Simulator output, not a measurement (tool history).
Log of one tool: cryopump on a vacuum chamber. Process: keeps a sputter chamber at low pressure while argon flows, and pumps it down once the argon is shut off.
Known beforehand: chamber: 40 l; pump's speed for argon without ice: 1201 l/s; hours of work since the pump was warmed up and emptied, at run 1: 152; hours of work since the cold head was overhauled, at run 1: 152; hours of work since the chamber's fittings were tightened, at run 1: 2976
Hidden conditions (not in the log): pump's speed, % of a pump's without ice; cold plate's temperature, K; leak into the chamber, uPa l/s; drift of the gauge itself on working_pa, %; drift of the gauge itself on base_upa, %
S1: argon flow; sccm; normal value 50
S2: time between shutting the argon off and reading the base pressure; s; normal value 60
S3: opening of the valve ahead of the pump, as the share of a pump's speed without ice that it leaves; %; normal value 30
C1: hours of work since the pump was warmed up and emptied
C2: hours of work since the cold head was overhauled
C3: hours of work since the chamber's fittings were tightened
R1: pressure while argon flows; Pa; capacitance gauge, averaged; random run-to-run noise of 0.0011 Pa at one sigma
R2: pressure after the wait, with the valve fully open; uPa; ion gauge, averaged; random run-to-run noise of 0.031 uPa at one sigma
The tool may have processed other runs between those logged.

run	hour	S1	S2	S3	C1	C2	C3	R1	R2
1	0	50	60	30	152	152	2976	0.2397	4.15
2	21.6	50	60	47	171	171	2996	0.1544	4.19
3	41	50	60	47	188	188	3013	0.1548	4.14
4	54.2	50	60	47	200	200	3025	0.1552	4.1
5	69.1	67	60	47	213	213	3038	0.2083	4.3
6	84.5	41	60	20	227	227	3052	0.2903	4.27
7	95.5	29	55	38	237	237	3061	0.111	4.47
8	112	29	55	38	251	251	3076	0.1103	4.42
9	131.1	29	55	38	268	268	3093	0.1113	4.44
10	143.3	50	88	30	279	279	3104	0.2407	3.99

Forecast each of these 5 alternatives for the next run:
A	161	50	276	30	295	295	3120	?	?
B	161	63	111	57	295	295	3120	?	?
C	161	40	105	48	295	295	3120	?	?
D	161	35	57	32	295	295	3120	?	?
E	161	50	133	30	295	295	3120	?	?

run	R1	R2
A	0.2426	3.38
B	0.1633	3.75
C	0.1227	3.89
D	0.1593	4.51
E	0.2418	3.56
With no hidden state in the tool, these same runs would have given:
run	R1	R2
A	0.2355	0.53
B	0.1544	0.98
C	0.1171	1.05
D	0.1543	1.67
E	0.2347	0.82
